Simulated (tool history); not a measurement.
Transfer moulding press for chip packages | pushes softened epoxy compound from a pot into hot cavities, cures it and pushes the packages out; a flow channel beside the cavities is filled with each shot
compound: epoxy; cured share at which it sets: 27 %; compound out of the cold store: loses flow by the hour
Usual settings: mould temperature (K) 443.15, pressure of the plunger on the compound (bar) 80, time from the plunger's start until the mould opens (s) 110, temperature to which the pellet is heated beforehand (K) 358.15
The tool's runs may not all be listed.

run    day  mould temperature (K)  pressure of the plunger on the compound (bar)  time from the plunger's start until the mould opens (s)  temperature to which the pellet is heated beforehand (K)  incoming compound's hours out of the cold store  length that the compound runs in the flow channel (mm)  greatest force on the pins that push the packages out (N)
  1      0                 443.15                                             80                                                      110                                                    358.15                                             18.6                                                     583                                                        407
  2  0.283                 443.15                                             80                                                      110                                                    358.15                                             46.9                                                     540                                                        406
  3  0.629                 443.15                                             80                                                      113                                                    358.15                                             29.4                                                     564                                                        418
  4  0.942                 443.15                                             80                                                      113                                                    358.15                                             40.7                                                     539                                                        401
  5  1.183                 443.15                                             80                                                      101                                                    358.15                                             30.3                                                     556                                                        492
  6  1.412                 443.15                                             80                                                      101                                                    358.15                                             31.9                                                     559                                                        512
  7  1.608                 443.15                                             80                                                      101                                                    358.15                                             33.4                                                     553                                                        523
     1.792  -- cavities cleaned with cleaning compound and waxed
  8    1.9                 443.15                                             80                                                      101                                                    358.15                                             38.2                                                     548                                                        605
  9  2.117                 443.15                                             80                                                      101                                                    358.15                                             35.1                                                     561                                                        600
 10    2.3                 443.15                                             80                                                      101                                                    358.15                                             35.7                                                     556                                                        589
 11  2.508                 443.15                                             80                                                      101                                                    358.15                                             47.1                                                     521                                                        603
     2.783  -- cavities cleaned with cleaning compound and waxed, once more
 12  2.988                 443.15                                             80                                                      101                                                    358.15                                             20.9                                                     577                                                        358
 13  3.346                 443.15                                             80                                                      110                                                    355.15                                             30.4                                                     562                                                        342
 14  3.638                 443.15                                             80                                                      110                                                    355.15                                             34.8                                                     550                                                        340
 15  4.046                 443.15                                             80                                                      110                                                    355.15                                             11.1                                                     587                                                        377
 16  4.379                 445.15                                           84.3                                                      110                                                    358.15                                             15.4                                                     575                                                        368
 17  4.808                 443.15                                             80                                                      134                                                    353.15                                             34.8                                                     543                                                        325
 18  5.233                 447.15                                           62.9                                                      110                                                    358.15                                             28.9                                                     481                                                        356
 19  5.567                 447.15                                           81.9                                                      110                                                    353.15                                              9.6                                                     587                                                        386
 20  5.912                 439.15                                           96.7                                                      116                                                    360.15                                             33.8                                                     619                                                        529
 21  6.275                 438.15                                             80                                                      110                                                    358.15                                             38.5                                                     558                                                        624
 22  6.612                 436.15                                           67.8                                                       93                                                    367.15                                             31.9                                                     527                                                       1086
     6.846  -- cavities cleaned with cleaning compound and waxed
 23  7.042                 443.15                                           80.5                                                      119                                                    353.15                                             37.5                                                     535                                                        287
 24  7.325                 443.15                                             80                                                      143                                                    358.15                                             21.6                                                     564                                                        279
 25  7.675                 443.15                                           65.2                                                      110                                                    358.15                                             11.6                                                     523                                                        372
 26   8.05                 439.15                                           65.2                                                      134                                                    358.15                                             38.5                                                     485                                                        355
 27  8.292                 439.15                                           65.2                                                      134                                                    358.15                                             46.2                                                     471                                                        350
 28  8.588                 449.15                                           63.7                                                      138                                                    358.15                                             20.3                                                     481                                                        318

4 ways to go on from here, each from the tool as it stands after run 28. What would each give?
  A  8.838                 446.15                                           63.7                                                      138                                                    368.15                                             44.5                                                       ?                                                          ?
  B  8.838                 443.15                                             80                                                      119                                                    358.15                                             45.3                                                       ?                                                          ?
  C  8.838                 449.15                                           63.7                                                      138                                                    361.15                                             10.2                                                       ?                                                          ?
  D  8.838                 443.15                                           60.9                                                      100                                                    366.15                                             37.7                                                       ?                                                          ?

run  length that the compound runs in the flow channel (mm)  greatest force on the pins that push the packages out (N)
  A                                                     444                                                        320
  B                                                     509                                                        366
  C                                                     501                                                        318
  D                                                     461                                                        465
Without the tool's hidden state the same runs would have given:
run  length that the compound runs in the flow channel (mm)  greatest force on the pins that push the packages out (N)
  A                                                     468                                                        236
  B                                                     537                                                        264
  C                                                     528                                                        234
  D                                                     486                                                        334
